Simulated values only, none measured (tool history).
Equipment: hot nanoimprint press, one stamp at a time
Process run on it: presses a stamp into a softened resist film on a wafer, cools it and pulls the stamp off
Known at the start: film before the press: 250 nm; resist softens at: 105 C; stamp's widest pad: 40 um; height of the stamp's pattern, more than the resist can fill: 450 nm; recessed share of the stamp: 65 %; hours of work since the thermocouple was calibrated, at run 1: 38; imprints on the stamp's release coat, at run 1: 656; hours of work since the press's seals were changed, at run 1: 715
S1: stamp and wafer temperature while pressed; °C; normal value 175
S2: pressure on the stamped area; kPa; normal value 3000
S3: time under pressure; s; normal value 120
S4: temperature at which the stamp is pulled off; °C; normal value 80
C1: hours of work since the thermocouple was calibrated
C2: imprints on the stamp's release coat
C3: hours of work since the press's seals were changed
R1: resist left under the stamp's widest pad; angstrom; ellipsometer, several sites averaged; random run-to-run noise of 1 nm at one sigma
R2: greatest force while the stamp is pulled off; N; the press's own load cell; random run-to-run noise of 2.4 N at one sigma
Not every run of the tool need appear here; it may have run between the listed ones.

Run 1, hour 0.0: usual settings; C1 38; C2 656; C3 715. Result: R1 1527 angstrom, R2 139 N.
Run 2, hour 35.9: usual settings but S3 217 s; C1 61; C2 810; C3 738. Result: R1 1278 angstrom, R2 140 N.
At hour 47.8: stamp cleaned and given a new release coat.
Run 3, hour 72.7: usual settings but S3 217 s, S4 85 °C; C1 81; C2 107; C3 758. Result: R1 1274 angstrom, R2 108 N.
Run 4, hour 92.7: usual settings but S1 185 °C, S3 217 s, S4 85 °C; C1 94; C2 193; C3 771. Result: R1 885 angstrom, R2 108 N.
At hour 120.2: press's hydraulic seals changed and the load cell set to zero.
Run 5, hour 124.3: usual settings but S1 184 °C; C1 109; C2 294; C3 3. Result: R1 1066 angstrom, R2 120 N.
Run 6, hour 141.2: usual settings but S1 184 °C; C1 120; C2 367; C3 13. Result: R1 1091 angstrom, R2 121 N.
Run 7, hour 168.8: usual settings but S1 184 °C; C1 137; C2 485; C3 31. Result: R1 1085 angstrom, R2 128 N.
Run 8, hour 206.4: usual settings but S4 68 °C; C1 161; C2 647; C3 55. Result: R1 1498 angstrom, R2 147 N.
Run 9, hour 237.6: usual settings but S2 2120 kPa, S4 68 °C; C1 181; C2 780; C3 75. Result: R1 1779 angstrom, R2 163 N.
At hour 256.9: stamp cleaned and given a new release coat.
Run 10, hour 265.5: usual settings but S2 2120 kPa, S4 68 °C; C1 195; C2 36; C3 89. Result: R1 1737 angstrom, R2 125 N.
Run 11, hour 302.1: usual settings; C1 218; C2 194; C3 112. Result: R1 1511 angstrom, R2 120 N.
Run 12, hour 322.5: usual settings; C1 231; C2 281; C3 125. Result: R1 1526 angstrom, R2 120 N.
Run 13, hour 357.6: usual settings but S2 4230 kPa; C1 254; C2 432; C3 148. Result: R1 1274 angstrom, R2 126 N.
At hour 362.9: plate thermocouple calibrated.
Run 14, hour 391.4: usual settings but S1 174 °C, S3 81 s; C1 18; C2 564; C3 167. Result: R1 1760 angstrom, R2 134 N.
Run 15, hour 425.7: usual settings but S1 186 °C, S2 2100 kPa, S3 75 s, S4 72 °C; C1 40; C2 711; C3 189. Result: R1 1468 angstrom, R2 144 N.
At hour 460.8: stamp cleaned and given a new release coat.
Run 16, hour 469.2: usual settings but S1 186 °C, S2 2100 kPa, S3 75 s, S4 72 °C; C1 64; C2 36; C3 213. Result: R1 1474 angstrom, R2 124 N.
Run 17, hour 485.8: usual settings but S1 186 °C, S2 2100 kPa, S3 75 s, S4 72 °C; C1 75; C2 107; C3 223. Result: R1 1472 angstrom, R2 124 N.
Run 18, hour 515.7: usual settings but S3 216 s; C1 94; C2 235; C3 243. Result: R1 1317 angstrom, R2 117 N.
Run 19, hour 533.5: usual settings but S1 169 °C, S2 3100 kPa; C1 105; C2 312; C3 254. Result: R1 1856 angstrom, R2 122 N.
Run 20, hour 553.5: usual settings but S1 169 °C, S2 3100 kPa; C1 118; C2 398; C3 267. Result: R1 1849 angstrom, R2 132 N.
At hour 592.7: plate thermocouple calibrated, once more.
Run 21, hour 595.1: usual settings but S1 169 °C, S2 1900 kPa, S3 136 s, S4 72 °C; C1 2; C2 564; C3 291. Result: R1 2065 angstrom, R2 143 N.
Run 22, hour 621.2: usual settings but S3 124 s, S4 84 °C; C1 18; C2 676; C3 308. Result: R1 1497 angstrom, R2 131 N.
Run 23, hour 648.5: usual settings but S3 124 s, S4 84 °C; C1 36; C2 793; C3 325. Result: R1 1490 angstrom, R2 135 N.
At hour 663.9: stamp cleaned and given a new release coat.
Run 24, hour 678.9: usual settings but S2 3670 kPa, S3 97 s, S4 87 °C; C1 51; C2 64; C3 341. Result: R1 1461 angstrom, R2 103 N.
Run 25, hour 716.3: usual settings but S1 167 °C, S2 4040 kPa, S3 182 s, S4 86 °C; C1 75; C2 225; C3 365. Result: R1 1577 angstrom, R2 114 N.

5 ways to go on from here, each from the tool as it stands after run 25. What would each give?
Run A, hour 749.3: usual settings but S3 183 s, S4 85 °C; C1 96; C2 366; C3 386. Result: R1 ?, R2 ?.
Run B, hour 749.3: usual settings but S1 183 °C, S3 68 s, S4 75 °C; C1 96; C2 366; C3 386. Result: R1 ?, R2 ?.
Run C, hour 749.3: usual settings but S1 172 °C, S2 4040 kPa, S3 182 s, S4 72 °C; C1 96; C2 366; C3 386. Result: R1 ?, R2 ?.
Run D, hour 749.3: usual settings but S2 3480 kPa, S4 82 °C; C1 96; C2 366; C3 386. Result: R1 ?, R2 ?.
Run E, hour 749.3: usual settings but S1 167 °C, S2 4040 kPa, S3 88 s, S4 88 °C; C1 96; C2 366; C3 386. Result: R1 ?, R2 ?.

run    R1   R2
  A  1343  119
  B  1361  131
  C  1312  137
  D  1429  122
  E  1901  115
The same runs, with their run-to-run variation unchanged, on a tool lacking any hidden condition would have given:
run    R1   R2
  A  1301  105
  B  1321  115
  C  1261  121
  D  1382  108
  E  1850  101
